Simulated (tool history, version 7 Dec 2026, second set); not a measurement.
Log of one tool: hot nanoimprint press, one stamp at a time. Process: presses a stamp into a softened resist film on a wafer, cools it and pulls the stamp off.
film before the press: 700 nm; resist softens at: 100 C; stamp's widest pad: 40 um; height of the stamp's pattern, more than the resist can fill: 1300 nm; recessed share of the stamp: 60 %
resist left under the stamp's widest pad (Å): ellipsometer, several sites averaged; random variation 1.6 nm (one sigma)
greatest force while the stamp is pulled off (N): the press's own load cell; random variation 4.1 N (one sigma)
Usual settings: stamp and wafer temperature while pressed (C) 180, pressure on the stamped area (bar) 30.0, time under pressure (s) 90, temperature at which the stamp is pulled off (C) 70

| run | hour | stamp and wafer temperature while pressed (C) | pressure on the stamped area (bar) | time under pressure (s) | temperature at which the stamp is pulled off (C) | resist left under the stamp's widest pad (Å) | greatest force while the stamp is pulled off (N) |
|---|---|---|---|---|---|---|---|
| 1 | 0.0 | 180 | 30.0 | 90 | 70 | 2767 | 216 |
| 2 | 11.7 | 180 | 30.0 | 90 | 70 | 2749 | 206 |
| 3 | 32.7 | 180 | 30.0 | 90 | 70 | 2772 | 228 |
| 4 | 60.4 | 180 | 30.0 | 90 | 70 | 2727 | 193 |
| 5 | 78.8 | 179 | 30.0 | 90 | 70 | 2849 | 200 |
| 6 | 92.0 | 180 | 30.0 | 90 | 70 | 2766 | 202 |
| 7 | 113.1 | 180 | 30.0 | 90 | 70 | 2743 | 214 |
| 8 | 135.0 | 180 | 30.0 | 90 | 70 | 2658 | 220 |
| 9 | 145.6 | 181 | 23.8 | 90 | 57 | 2951 | 283 |
| 10 | 172.2 | 175 | 45.0 | 121 | 63 | 2202 | 224 |
| 11 | 183.6 | 180 | 21.4 | 90 | 55 | 3217 | 250 |
| 12 | 206.5 | 173 | 30.0 | 83 | 70 | 3293 | 209 |

Taken out of this log: 3 entries between the listed runs. Where each belongs, and how the hidden state differs across it:
Between runs 3 and 4: stamp cleaned and given a new release coat (hour 53.1)
  true temperature over the reading, C: 1.42 -> 1.47; pressure that arrives at the usual setting, %: 96.73 -> 96.65; grip of the stamp's worn release coat, % over a new coat's: 16.8 -> 1.5
  measured less the result without the state, resist left under the stamp's widest pad (Å): -55 -> -56; greatest force while the stamp is pulled off (N): +28 -> -2
Between runs 7 and 8: plate thermocouple calibrated (hour 117.3)
  true temperature over the reading, C: 1.59 -> 2.47; pressure that arrives at the usual setting, %: 96.46 -> 96.39; grip of the stamp's worn release coat, % over a new coat's: 12.9 -> 17.1
  measured less the result without the state, resist left under the stamp's widest pad (Å): -62 -> -124; greatest force while the stamp is pulled off (N): +19 -> +24
Between runs 9 and 10: stamp cleaned and given a new release coat (hour 152.7)
  true temperature over the reading, C: 2.5 -> 2.54; pressure that arrives at the usual setting, %: 96.35 -> 96.28; grip of the stamp's worn release coat, % over a new coat's: 19.5 -> 4.1
  measured less the result without the state, resist left under the stamp's widest pad (Å): -146 -> -94; greatest force while the stamp is pulled off (N): +38 -> +1

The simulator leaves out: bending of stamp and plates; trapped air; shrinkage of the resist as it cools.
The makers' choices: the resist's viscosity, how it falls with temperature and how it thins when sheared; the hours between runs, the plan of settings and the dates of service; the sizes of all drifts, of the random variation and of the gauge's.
